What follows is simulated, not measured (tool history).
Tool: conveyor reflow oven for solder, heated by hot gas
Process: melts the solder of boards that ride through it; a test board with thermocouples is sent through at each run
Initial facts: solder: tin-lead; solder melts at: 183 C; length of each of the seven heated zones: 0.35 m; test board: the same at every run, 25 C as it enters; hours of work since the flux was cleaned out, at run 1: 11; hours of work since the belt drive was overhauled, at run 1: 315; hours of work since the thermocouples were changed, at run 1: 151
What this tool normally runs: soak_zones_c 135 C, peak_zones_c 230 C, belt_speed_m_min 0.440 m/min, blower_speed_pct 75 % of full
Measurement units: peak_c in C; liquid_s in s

| run | hour | soak_zones_c | peak_zones_c | belt_speed_m_min | blower_speed_pct | hours of work since the flux was cleaned out | hours of work since the belt drive was overhauled | hours of work since the thermocouples were changed | peak_c | liquid_s |
|---|---|---|---|---|---|---|---|---|---|---|
| 1 | 0.0 | 135 | 230 | 0.440 | 75 | 11 | 315 | 151 | 217.7 | 72.2 |
| 2 | 62.6 | 127 | 230 | 0.440 | 75 | 49 | 353 | 189 | 216.4 | 67.9 |
| 3 | 126.5 | 135 | 230 | 0.440 | 75 | 88 | 392 | 228 | 217.4 | 71.8 |
| 4 | 166.5 | 135 | 230 | 0.440 | 75 | 112 | 416 | 252 | 217.3 | 71.6 |
| 5 | 193.4 | 135 | 230 | 0.440 | 75 | 128 | 433 | 268 | 217.4 | 71.5 |
| 6 | 256.7 | 135 | 230 | 0.440 | 75 | 167 | 471 | 307 | 217.3 | 71.4 |
| 7 | 283.1 | 135 | 224 | 0.440 | 75 | 183 | 487 | 323 | 211.7 | 66.2 |
| 8 | 327.7 | 135 | 230 | 0.440 | 75 | 210 | 514 | 350 | 216.9 | 71.1 |
| 9 | 386.8 | 135 | 230 | 0.440 | 75 | 246 | 550 | 386 | 216.7 | 71.1 |
| 10 | 416.7 | 135 | 230 | 0.440 | 75 | 264 | 568 | 404 | 216.6 | 70.7 |
| 11 | 474.1 | 135 | 230 | 0.440 | 75 | 299 | 603 | 439 | 216.5 | 71.0 |
| 12 | 536.2 | 135 | 230 | 0.440 | 75 | 336 | 641 | 477 | 216.3 | 70.6 |
| 13 | 569.0 | 135 | 230 | 0.440 | 75 | 356 | 661 | 496 | 216.1 | 70.2 |
| 14 | 625.4 | 135 | 233 | 0.440 | 75 | 390 | 695 | 531 | 218.7 | 72.8 |
|  | 670.2 | flux residue cleaned out of gas plates and filters |
| 15 | 683.9 | 135 | 233 | 0.440 | 75 | 8 | 728 | 563 | 221.5 | 76.0 |
| 16 | 730.7 | 135 | 233 | 0.440 | 75 | 37 | 756 | 592 | 221.5 | 75.7 |
| 17 | 789.8 | 135 | 233 | 0.440 | 75 | 73 | 792 | 627 | 221.4 | 76.0 |
| 18 | 829.8 | 142 | 233 | 0.521 | 75 | 97 | 816 | 652 | 217.4 | 62.1 |
| 19 | 876.5 | 132 | 233 | 0.522 | 75 | 125 | 844 | 680 | 215.1 | 56.7 |
| 20 | 908.7 | 128 | 232 | 0.383 | 60 | 145 | 864 | 700 | 219.8 | 82.4 |
| 21 | 942.9 | 135 | 240 | 0.440 | 68 | 166 | 885 | 720 | 225.5 | 78.4 |
| 22 | 1002.1 | 136 | 230 | 0.382 | 75 | 202 | 921 | 756 | 221.6 | 89.4 |
| 23 | 1045.4 | 142 | 241 | 0.432 | 75 | 228 | 947 | 783 | 229.1 | 86.7 |
| 24 | 1073.1 | 142 | 241 | 0.432 | 75 | 245 | 964 | 799 | 229.4 | 86.1 |
| 25 | 1124.9 | 128 | 227 | 0.437 | 65 | 276 | 995 | 831 | 211.7 | 63.5 |
| 26 | 1189.0 | 128 | 227 | 0.437 | 65 | 315 | 1034 | 870 | 211.4 | 63.2 |
| 27 | 1215.1 | 128 | 227 | 0.431 | 71 | 331 | 1050 | 886 | 213.4 | 66.7 |
| 28 | 1261.3 | 144 | 239 | 0.376 | 64 | 359 | 1078 | 914 | 229.0 | 100.5 |
| 29 | 1298.4 | 135 | 227 | 0.440 | 75 | 381 | 1101 | 936 | 214.3 | 69.1 |
|  | 1328.3 | belt drive overhauled, speed set with a stopwatch |
| 30 | 1349.4 | 135 | 227 | 0.440 | 75 | 410 | 13 | 965 | 213.6 | 67.2 |
|  | 1363.5 | flux residue cleaned out of gas plates and filters |
| 31 | 1409.3 | 123 | 232 | 0.440 | 53 | 28 | 46 | 998 | 213.0 | 60.1 |

Forecast each of these 3 alternatives for the next run:
| A | 1470.6 | 145 | 230 | 0.440 | 75 | 65 | 83 | 1035 | ? | ? |
| B | 1470.6 | 121 | 232 | 0.393 | 53 | 65 | 83 | 1035 | ? | ? |
| C | 1470.6 | 135 | 241 | 0.440 | 88 | 65 | 83 | 1035 | ? | ? |

| run | peak_c | liquid_s |
|---|---|---|
| A | 220.6 | 78.4 |
| B | 216.5 | 72.3 |
| C | 231.5 | 82.5 |
The same runs, with their run-to-run variation unchanged, on a tool lacking any hidden condition would have given:
| run | peak_c | liquid_s |
|---|---|---|
| A | 219.0 | 77.2 |
| B | 214.9 | 70.6 |
| C | 229.9 | 81.6 |

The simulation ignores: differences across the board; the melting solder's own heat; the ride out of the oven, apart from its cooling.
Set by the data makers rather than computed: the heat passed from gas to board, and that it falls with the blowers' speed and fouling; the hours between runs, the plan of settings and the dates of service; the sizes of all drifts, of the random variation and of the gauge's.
